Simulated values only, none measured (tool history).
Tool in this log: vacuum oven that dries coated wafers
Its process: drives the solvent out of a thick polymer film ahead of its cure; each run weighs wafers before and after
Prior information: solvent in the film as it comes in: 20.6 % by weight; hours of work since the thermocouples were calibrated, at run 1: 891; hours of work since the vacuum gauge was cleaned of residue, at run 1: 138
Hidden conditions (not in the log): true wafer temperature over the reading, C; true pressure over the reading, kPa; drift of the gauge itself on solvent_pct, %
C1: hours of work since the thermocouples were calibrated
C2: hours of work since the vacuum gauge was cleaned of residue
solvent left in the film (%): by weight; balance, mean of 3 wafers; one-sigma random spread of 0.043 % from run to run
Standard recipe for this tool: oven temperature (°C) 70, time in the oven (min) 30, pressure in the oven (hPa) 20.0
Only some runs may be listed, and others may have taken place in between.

run 1 day=0.000 | oven_temperature_(°C)=70 time_in_the_oven_(min)=30 pressure_in_the_oven_(hPa)=20.0 | C1=891 C2=138 | solvent_left_in_the_film_(%)=2.90
run 2 day=0.300 | oven_temperature_(°C)=70 time_in_the_oven_(min)=30 pressure_in_the_oven_(hPa)=20.0 | C1=894 C2=142 | solvent_left_in_the_film_(%)=2.95
run 3 day=0.596 | oven_temperature_(°C)=69 time_in_the_oven_(min)=30 pressure_in_the_oven_(hPa)=20.0 | C1=898 C2=145 | solvent_left_in_the_film_(%)=3.29
run 4 day=1.171 | oven_temperature_(°C)=70 time_in_the_oven_(min)=30 pressure_in_the_oven_(hPa)=32.3 | C1=904 C2=151 | solvent_left_in_the_film_(%)=3.92
run 5 day=1.588 | oven_temperature_(°C)=70 time_in_the_oven_(min)=30 pressure_in_the_oven_(hPa)=32.3 | C1=908 C2=156 | solvent_left_in_the_film_(%)=3.96
run 6 day=2.029 | oven_temperature_(°C)=70 time_in_the_oven_(min)=36 pressure_in_the_oven_(hPa)=20.0 | C1=913 C2=161 | solvent_left_in_the_film_(%)=2.53
run 7 day=2.525 | oven_temperature_(°C)=70 time_in_the_oven_(min)=36 pressure_in_the_oven_(hPa)=20.0 | C1=919 C2=166 | solvent_left_in_the_film_(%)=2.49
run 8 day=3.058 | oven_temperature_(°C)=64 time_in_the_oven_(min)=39 pressure_in_the_oven_(hPa)=20.0 | C1=925 C2=172 | solvent_left_in_the_film_(%)=4.09
-- day=3.183 oven's thermocouples calibrated
run 9 day=3.704 | oven_temperature_(°C)=59 time_in_the_oven_(min)=28 pressure_in_the_oven_(hPa)=24.4 | C1=6 C2=178 | solvent_left_in_the_film_(%)=8.70
run 10 day=4.096 | oven_temperature_(°C)=59 time_in_the_oven_(min)=28 pressure_in_the_oven_(hPa)=24.4 | C1=10 C2=182 | solvent_left_in_the_film_(%)=8.75
run 11 day=4.533 | oven_temperature_(°C)=59 time_in_the_oven_(min)=16 pressure_in_the_oven_(hPa)=27.3 | C1=15 C2=187 | solvent_left_in_the_film_(%)=11.55
-- day=4.725 oven's thermocouples calibrated, once more
run 12 day=5.012 | oven_temperature_(°C)=59 time_in_the_oven_(min)=16 pressure_in_the_oven_(hPa)=27.3 | C1=3 C2=192 | solvent_left_in_the_film_(%)=10.52
run 13 day=5.279 | oven_temperature_(°C)=85 time_in_the_oven_(min)=28 pressure_in_the_oven_(hPa)=31.9 | C1=6 C2=195 | solvent_left_in_the_film_(%)=1.33
run 14 day=5.804 | oven_temperature_(°C)=58 time_in_the_oven_(min)=27 pressure_in_the_oven_(hPa)=19.4 | C1=12 C2=200 | solvent_left_in_the_film_(%)=7.71

Below are 5 alternative next runs, each starting from the tool's condition after run 14. Predict each:
run A day=6.138 | oven_temperature_(°C)=75 time_in_the_oven_(min)=25 pressure_in_the_oven_(hPa)=31.9 | C1=16 C2=204 | solvent_left_in_the_film_(%)=?
run B day=6.138 | oven_temperature_(°C)=64 time_in_the_oven_(min)=30 pressure_in_the_oven_(hPa)=20.0 | C1=16 C2=204 | solvent_left_in_the_film_(%)=?
run C day=6.138 | oven_temperature_(°C)=70 time_in_the_oven_(min)=24 pressure_in_the_oven_(hPa)=20.0 | C1=16 C2=204 | solvent_left_in_the_film_(%)=?
run D day=6.138 | oven_temperature_(°C)=69 time_in_the_oven_(min)=27 pressure_in_the_oven_(hPa)=19.4 | C1=16 C2=204 | solvent_left_in_the_film_(%)=?
run E day=6.138 | oven_temperature_(°C)=77 time_in_the_oven_(min)=52 pressure_in_the_oven_(hPa)=55.8 | C1=16 C2=204 | solvent_left_in_the_film_(%)=?

run=A solvent_left_in_the_film_(%)=2.64
run=B solvent_left_in_the_film_(%)=4.43
run=C solvent_left_in_the_film_(%)=3.02
run=D solvent_left_in_the_film_(%)=3.01
run=E solvent_left_in_the_film_(%)=3.37
Take away the tool's hidden state, keep each run's random variation, and the runs would have read:
run=A solvent_left_in_the_film_(%)=2.58
run=B solvent_left_in_the_film_(%)=4.32
run=C solvent_left_in_the_film_(%)=2.93
run=D solvent_left_in_the_film_(%)=2.93
run=E solvent_left_in_the_film_(%)=3.33
